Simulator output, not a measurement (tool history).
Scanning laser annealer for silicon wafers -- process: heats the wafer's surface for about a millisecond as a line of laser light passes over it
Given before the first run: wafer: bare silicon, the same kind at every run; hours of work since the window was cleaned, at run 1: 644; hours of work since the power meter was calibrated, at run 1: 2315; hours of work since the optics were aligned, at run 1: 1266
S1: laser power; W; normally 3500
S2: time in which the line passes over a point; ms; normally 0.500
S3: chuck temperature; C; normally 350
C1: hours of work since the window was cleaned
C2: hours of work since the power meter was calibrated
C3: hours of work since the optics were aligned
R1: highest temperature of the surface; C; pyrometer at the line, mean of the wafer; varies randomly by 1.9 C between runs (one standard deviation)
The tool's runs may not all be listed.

| run | day | S1 | S2 | S3 | C1 | C2 | C3 | R1 |
|---|---|---|---|---|---|---|---|---|
| 1 | 0.000 | 3500 | 0.500 | 350 | 644 | 2315 | 1266 | 1146 |
|  | 1.725 | optics aligned, line set to its width |
| 2 | 3.838 | 3369 | 0.500 | 350 | 702 | 2373 | 34 | 1120 |
| 3 | 7.421 | 3500 | 0.500 | 350 | 759 | 2431 | 91 | 1151 |
| 4 | 9.983 | 3500 | 0.500 | 350 | 801 | 2472 | 132 | 1150 |
| 5 | 11.708 | 3500 | 0.500 | 350 | 828 | 2499 | 160 | 1148 |
|  | 13.392 | window over the wafer cleaned |
| 6 | 14.996 | 3349 | 0.500 | 350 | 26 | 2551 | 211 | 1102 |
| 7 | 16.962 | 3349 | 0.500 | 350 | 57 | 2582 | 243 | 1101 |
| 8 | 19.454 | 3349 | 0.500 | 350 | 97 | 2622 | 283 | 1100 |
| 9 | 23.258 | 3349 | 0.500 | 350 | 158 | 2683 | 343 | 1098 |
| 10 | 25.646 | 3500 | 0.500 | 350 | 196 | 2721 | 382 | 1131 |
| 11 | 29.388 | 3199 | 0.500 | 350 | 256 | 2781 | 442 | 1060 |
| 12 | 32.388 | 3254 | 0.500 | 350 | 304 | 2829 | 490 | 1069 |
|  | 33.371 | window over the wafer cleaned, once more |
| 13 | 35.692 | 3500 | 0.500 | 350 | 37 | 2881 | 541 | 1165 |
| 14 | 37.242 | 3500 | 0.500 | 350 | 62 | 2905 | 566 | 1163 |
| 15 | 40.771 | 3500 | 0.500 | 350 | 119 | 2962 | 623 | 1163 |
| 16 | 43.979 | 3500 | 0.500 | 322 | 170 | 3013 | 674 | 1129 |
| 17 | 47.271 | 3500 | 0.500 | 350 | 223 | 3066 | 727 | 1155 |
| 18 | 50.154 | 3199 | 0.500 | 350 | 269 | 3112 | 773 | 1083 |
| 19 | 53.708 | 3199 | 0.500 | 350 | 326 | 3169 | 830 | 1083 |
| 20 | 57.525 | 3504 | 0.500 | 350 | 387 | 3230 | 891 | 1150 |
| 21 | 61.300 | 3011 | 0.500 | 350 | 447 | 3291 | 951 | 1029 |
| 22 | 64.521 | 3261 | 0.611 | 344 | 499 | 3342 | 1003 | 1154 |
| 23 | 66.471 | 3272 | 0.500 | 350 | 530 | 3374 | 1034 | 1090 |
| 24 | 68.088 | 3272 | 0.560 | 332 | 556 | 3399 | 1060 | 1111 |
| 25 | 71.508 | 3827 | 0.556 | 388 | 611 | 3454 | 1115 | 1304 |
| 26 | 73.392 | 3796 | 0.500 | 344 | 641 | 3484 | 1145 | 1209 |
| 27 | 75.742 | 3796 | 0.500 | 344 | 679 | 3522 | 1183 | 1209 |
| 28 | 79.196 | 3134 | 0.502 | 350 | 734 | 3577 | 1238 | 1054 |
|  | 82.650 | optics aligned, line set to its width |
| 29 | 83.212 | 3134 | 0.502 | 350 | 795 | 3638 | 9 | 1060 |
| 30 | 84.933 | 3134 | 0.502 | 350 | 822 | 3666 | 37 | 1057 |
|  | 86.821 | window over the wafer cleaned |
| 31 | 88.479 | 3134 | 0.502 | 350 | 27 | 3721 | 92 | 1072 |
| 32 | 91.038 | 3399 | 0.502 | 341 | 68 | 3762 | 133 | 1125 |
| 33 | 93.196 | 3204 | 0.502 | 366 | 102 | 3797 | 168 | 1101 |
| 34 | 96.408 | 3106 | 0.409 | 320 | 154 | 3848 | 219 | 963 |
| 35 | 98.204 | 3106 | 0.409 | 320 | 182 | 3877 | 248 | 966 |
| 36 | 100.292 | 2996 | 0.424 | 350 | 216 | 3910 | 281 | 979 |
| 37 | 102.504 | 2996 | 0.424 | 350 | 251 | 3946 | 317 | 977 |
| 38 | 104.754 | 2996 | 0.424 | 350 | 287 | 3982 | 353 | 979 |
| 39 | 106.692 | 2996 | 0.424 | 350 | 318 | 4013 | 384 | 978 |
| 40 | 108.488 | 3500 | 0.567 | 350 | 347 | 4042 | 412 | 1198 |
| 41 | 111.625 | 3822 | 0.502 | 334 | 397 | 4092 | 463 | 1207 |

Some steps in R1 between neighbouring runs. How much of each would the tool show without its hidden state too (settings, what came in, random variation), and how much is left for the hidden state, with any gauge scatter that isn't in both results?
Unlogged tool condition in this case: light that passes the window, % of a clean one's; laser's true power over the reading, %; width of the line over the set one, %; drift of the gauge itself on peak_c, C.
Run 12 -> 13: S1 3254 -> 3500, window over the wafer cleaned, once more. R1 +96 C: hidden state +32, all else +64.
Run 24 -> 25: S1 3272 -> 3827, S2 0.560 -> 0.556, S3 332 -> 388. R1 +193 C: hidden state -9, all else +202.
Run 27 -> 28: S1 3796 -> 3134, S2 0.500 -> 0.502, S3 344 -> 350. R1 -155 C: hidden state +7, all else -162.
Run 30 -> 31: window over the wafer cleaned. R1 +15 C: hidden state +13, all else +2.
Run 39 -> 40: S1 2996 -> 3500, S2 0.424 -> 0.567. R1 +220 C: hidden state -11, all else +231.
